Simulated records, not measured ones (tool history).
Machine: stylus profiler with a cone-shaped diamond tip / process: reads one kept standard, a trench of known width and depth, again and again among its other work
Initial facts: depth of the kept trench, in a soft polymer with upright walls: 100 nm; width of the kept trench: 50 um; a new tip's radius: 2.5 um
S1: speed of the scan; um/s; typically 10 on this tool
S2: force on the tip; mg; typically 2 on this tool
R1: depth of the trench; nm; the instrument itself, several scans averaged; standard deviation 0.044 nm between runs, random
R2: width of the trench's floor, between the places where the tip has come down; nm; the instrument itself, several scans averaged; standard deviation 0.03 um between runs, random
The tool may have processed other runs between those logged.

run    hour  S1    S2      R1     R2
  1       0  10     2  100.02  47750
  2    55.9  10     2     100  47720
  3    84.3  10     2  100.06  47730
  4   121.7  10     2  100.08  47750
  5   169.3  10  2.49  100.04  47660
  6   210.7  10  2.49   100.1  47710
  7   254.3  10     2  100.05  47710
  8   310.9   6     2   99.91  47730
  9   337.9   6     2   99.99  47690
 10   392.9   6     2   99.87  47690
 11   437.9   6     2   99.93  47610
 12   481.3   6     2   99.87  47650
 13   506.5  10     2   99.98  47660
 14   536.5  10     2   99.87  47600
 15   580.2  10     2   99.94  47580
 16   606.3  10     2   99.95  47590
 17   661.3  10     2   99.93  47550
 18   688.3  10     2   99.92  47510
      715.6  -- new tip fitted, height scale calibrated
 19     718  23     2  100.58  48480
 20   767.5  23     2  100.61  48410
 21   821.4  34     2  100.58  48300
 22   874.9  23     2  100.59  48370
 23   915.8  23     2  100.52  48310
 24   957.6  33     2  100.52  48310
 25   992.8  11  2.61  100.67  48390
 26  1030.8   7     2  100.59  48380
 27  1086.5   7     2   100.5  48360
 28  1120.2  35  1.13  100.37  48100
 29  1176.7  35  1.13  100.29  48130
 30  1213.4  35  1.13  100.34  48070
 31  1255.9  10   2.6  100.63  48260
 32  1283.3  15  2.07   100.5  48290
 33  1313.6   3  5.18  101.06  48370
 34  1360.2   3  5.39  101.12  48270
 35  1421.2  29  1.02  100.21  48040
 36  1470.6   6  2.25  100.44  48260
 37  1528.9   6  2.25  100.47  48240
 38  1582.6   5  4.38  100.82  48240
 39    1622   5  1.21  100.15  48210
 40  1661.2   2  1.58  100.24  48180
 41  1698.3  28  0.81  100.07  47940
 42    1753  18  1.45  100.15  48100
 43  1780.8  10  1.07  100.11  48090
 44  1821.3  17  1.75  100.27  48110
 45  1882.6  17  1.75  100.27  48040

Per-run results on a tool with no hidden state, each run keeping its own random variation:
What the log doesn't record here: radius of the tip, um; height scale over the true one, %; drift of the gauge itself on depth_nm, %; drift of the gauge itself on floor_um, %.
run      R1     R2
  1   100.6  48530
  2  100.59  48520
  3  100.66  48540
  4  100.69  48570
  5  100.66  48490
  6  100.74  48550
  7  100.69  48560
  8  100.57  48600
  9  100.65  48560
 10  100.54  48570
 11  100.61  48510
 12  100.57  48560
 13  100.69  48580
 14  100.59  48520
 15  100.67  48510
 16  100.68  48530
 17  100.68  48500
 18  100.67  48470
 19   100.6  48510
 20  100.64  48460
 21  100.62  48370
 22  100.65  48460
 23  100.59  48410
 24   100.6  48430
 25  100.76  48520
 26  100.69  48530
 27  100.61  48530
 28  100.49  48280
 29  100.42  48330
 30  100.49  48280
 31  100.79  48490
 32  100.66  48530
 33  101.23  48620
 34   101.3  48540
 35   100.4  48330
 36  100.65  48560
 37  100.69  48560
 38  101.05  48580
 39  100.39  48570
 40  100.49  48550
 41  100.33  48320
 42  100.42  48500
 43  100.39  48500
 44  100.57  48530
 45  100.58  48480
